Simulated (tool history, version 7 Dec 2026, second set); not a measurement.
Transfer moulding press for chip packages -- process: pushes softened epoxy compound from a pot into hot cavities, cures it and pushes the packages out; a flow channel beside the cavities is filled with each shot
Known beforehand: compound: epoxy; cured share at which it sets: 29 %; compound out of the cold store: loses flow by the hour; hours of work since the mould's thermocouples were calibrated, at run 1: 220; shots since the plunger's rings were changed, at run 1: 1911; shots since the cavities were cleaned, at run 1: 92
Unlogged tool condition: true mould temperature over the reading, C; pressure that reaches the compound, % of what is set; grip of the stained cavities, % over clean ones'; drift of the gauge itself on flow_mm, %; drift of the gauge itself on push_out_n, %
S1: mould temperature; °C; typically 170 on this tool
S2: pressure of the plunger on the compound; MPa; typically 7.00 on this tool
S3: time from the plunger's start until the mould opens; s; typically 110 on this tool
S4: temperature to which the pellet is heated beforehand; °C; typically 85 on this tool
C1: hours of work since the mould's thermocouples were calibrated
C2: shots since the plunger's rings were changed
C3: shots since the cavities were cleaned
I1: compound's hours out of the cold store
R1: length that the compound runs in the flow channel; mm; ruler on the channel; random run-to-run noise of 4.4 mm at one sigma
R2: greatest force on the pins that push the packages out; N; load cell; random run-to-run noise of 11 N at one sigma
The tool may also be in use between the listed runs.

{"run": 1, "day": 0.0, "S1": 170, "S2": 7.0, "S3": 110, "S4": 85, "C1": 220, "C2": 1911, "C3": 92, "I1": 25.2, "R1": 488, "R2": 564}
{"run": 2, "day": 1.879, "S1": 170, "S2": 7.0, "S3": 110, "S4": 85, "C1": 245, "C2": 2315, "C3": 496, "I1": 8.7, "R1": 531, "R2": 845}
{"day": 2.467, "done": "cavities cleaned with cleaning compound and waxed"}
{"run": 3, "day": 3.067, "S1": 170, "S2": 7.0, "S3": 110, "S4": 85, "C1": 260, "C2": 2556, "C3": 128, "I1": 34.6, "R1": 454, "R2": 625}
{"run": 4, "day": 3.983, "S1": 170, "S2": 7.0, "S3": 110, "S4": 85, "C1": 272, "C2": 2753, "C3": 325, "I1": 34.2, "R1": 461, "R2": 757}
{"day": 5.383, "done": "cavities cleaned with cleaning compound and waxed"}
{"run": 5, "day": 6.046, "S1": 170, "S2": 7.0, "S3": 110, "S4": 85, "C1": 298, "C2": 3183, "C3": 142, "I1": 32.1, "R1": 461, "R2": 622}
{"run": 6, "day": 8.054, "S1": 170, "S2": 7.0, "S3": 110, "S4": 85, "C1": 325, "C2": 3615, "C3": 574, "I1": 38.2, "R1": 452, "R2": 867}
{"day": 8.317, "done": "cavities cleaned with cleaning compound and waxed"}
{"run": 7, "day": 9.475, "S1": 170, "S2": 7.0, "S3": 110, "S4": 85, "C1": 343, "C2": 3906, "C3": 249, "I1": 29.1, "R1": 460, "R2": 684}
{"day": 10.338, "done": "plunger's sealing rings changed"}
{"run": 8, "day": 10.775, "S1": 170, "S2": 7.0, "S3": 110, "S4": 85, "C1": 359, "C2": 95, "C3": 507, "I1": 44.2, "R1": 451, "R2": 832}
{"day": 11.367, "done": "cavities cleaned with cleaning compound and waxed"}
{"run": 9, "day": 12.767, "S1": 170, "S2": 7.0, "S3": 110, "S4": 85, "C1": 384, "C2": 509, "C3": 301, "I1": 9.2, "R1": 543, "R2": 747}
{"day": 14.267, "done": "cavities cleaned with cleaning compound and waxed"}
{"run": 10, "day": 14.267, "S1": 170, "S2": 7.0, "S3": 110, "S4": 85, "C1": 403, "C2": 818, "C3": 0, "I1": 8.5, "R1": 542, "R2": 522}
{"run": 11, "day": 16.208, "S1": 170, "S2": 7.0, "S3": 110, "S4": 86, "C1": 429, "C2": 1235, "C3": 417, "I1": 39.7, "R1": 459, "R2": 808}
{"day": 17.196, "done": "cavities cleaned with cleaning compound and waxed"}
{"run": 12, "day": 17.921, "S1": 170, "S2": 7.0, "S3": 110, "S4": 86, "C1": 451, "C2": 1589, "C3": 156, "I1": 36.8, "R1": 454, "R2": 632}
{"run": 13, "day": 19.917, "S1": 170, "S2": 7.0, "S3": 110, "S4": 86, "C1": 477, "C2": 2018, "C3": 585, "I1": 47.3, "R1": 438, "R2": 766}
{"day": 20.138, "done": "cavities cleaned with cleaning compound and waxed"}
{"run": 14, "day": 21.125, "S1": 170, "S2": 7.0, "S3": 110, "S4": 85, "C1": 492, "C2": 2264, "C3": 212, "I1": 21.2, "R1": 495, "R2": 733}
{"run": 15, "day": 22.262, "S1": 169, "S2": 8.71, "S3": 91, "S4": 85, "C1": 507, "C2": 2509, "C3": 457, "I1": 39.2, "R1": 512, "R2": 1178}
{"day": 23.029, "done": "cavities cleaned with cleaning compound and waxed"}
{"run": 16, "day": 23.662, "S1": 173, "S2": 8.33, "S3": 107, "S4": 76, "C1": 525, "C2": 2796, "C3": 136, "I1": 16.2, "R1": 550, "R2": 609}
{"run": 17, "day": 25.433, "S1": 166, "S2": 6.51, "S3": 99, "S4": 83, "C1": 548, "C2": 3176, "C3": 516, "I1": 38.6, "R1": 432, "R2": 1239}
{"day": 26.008, "done": "cavities cleaned with cleaning compound and waxed"}
{"run": 18, "day": 27.354, "S1": 163, "S2": 5.64, "S3": 115, "S4": 76, "C1": 573, "C2": 3576, "C3": 289, "I1": 43.8, "R1": 399, "R2": 987}
{"run": 19, "day": 28.812, "S1": 163, "S2": 7.0, "S3": 110, "S4": 85, "C1": 592, "C2": 3889, "C3": 602, "I1": 38.3, "R1": 454, "R2": 1156}
{"day": 28.958, "done": "cavities cleaned with cleaning compound and waxed"}
{"day": 29.821, "done": "plunger's sealing rings changed"}
{"run": 20, "day": 30.921, "S1": 163, "S2": 7.0, "S3": 110, "S4": 85, "C1": 618, "C2": 236, "C3": 399, "I1": 45.2, "R1": 462, "R2": 1112}
{"day": 32.062, "done": "cavities cleaned with cleaning compound and waxed"}
{"run": 21, "day": 32.5, "S1": 170, "S2": 7.66, "S3": 110, "S4": 78, "C1": 638, "C2": 563, "C3": 95, "I1": 9.8, "R1": 567, "R2": 659}
{"run": 22, "day": 33.65, "S1": 163, "S2": 8.02, "S3": 122, "S4": 78, "C1": 653, "C2": 810, "C3": 342, "I1": 33.6, "R1": 517, "R2": 936}
{"day": 34.996, "done": "cavities cleaned with cleaning compound and waxed"}
{"run": 23, "day": 35.075, "S1": 170, "S2": 6.64, "S3": 96, "S4": 85, "C1": 671, "C2": 1102, "C3": 17, "I1": 9.9, "R1": 519, "R2": 692}
{"run": 24, "day": 36.9, "S1": 176, "S2": 6.01, "S3": 96, "S4": 90, "C1": 695, "C2": 1494, "C3": 409, "I1": 31.1, "R1": 425, "R2": 731}
{"day": 37.412, "done": "mould's thermocouples calibrated"}
{"day": 38.012, "done": "cavities cleaned with cleaning compound and waxed"}
{"run": 25, "day": 38.888, "S1": 173, "S2": 7.0, "S3": 110, "S4": 93, "C1": 19, "C2": 1890, "C3": 188, "I1": 10.3, "R1": 522, "R2": 649}
{"run": 26, "day": 40.8, "S1": 176, "S2": 6.87, "S3": 121, "S4": 90, "C1": 44, "C2": 2300, "C3": 598, "I1": 27.7, "R1": 471, "R2": 708}
{"day": 41.042, "done": "cavities cleaned with cleaning compound and waxed"}
{"run": 27, "day": 42.183, "S1": 163, "S2": 5.82, "S3": 93, "S4": 84, "C1": 61, "C2": 2584, "C3": 245, "I1": 24.9, "R1": 458, "R2": 1590}

4 options for the next run, each taken on its own from the tool as it stands now. Forecast them:
{"run": "A", "day": 43.125, "S1": 163, "S2": 5.82, "S3": 148, "S4": 84, "C1": 74, "C2": 2786, "C3": 447, "I1": 22.3, "R1": "?", "R2": "?"}
{"run": "B", "day": 43.125, "S1": 178, "S2": 7.1, "S3": 93, "S4": 79, "C1": 74, "C2": 2786, "C3": 447, "I1": 32.5, "R1": "?", "R2": "?"}
{"run": "C", "day": 43.125, "S1": 163, "S2": 5.41, "S3": 93, "S4": 84, "C1": 74, "C2": 2786, "C3": 447, "I1": 44.5, "R1": "?", "R2": "?"}
{"run": "D", "day": 43.125, "S1": 163, "S2": 8.51, "S3": 146, "S4": 83, "C1": 74, "C2": 2786, "C3": 447, "I1": 34.5, "R1": "?", "R2": "?"}

run=A R1=465 R2=816
run=B R1=459 R2=731
run=C R1=393 R2=1723
run=D R1=515 R2=820
Had the tool no hidden state, the same runs would have come out as:
run=A R1=481 R2=478
run=B R1=474 R2=433
run=C R1=407 R2=1012
run=D R1=532 R2=484
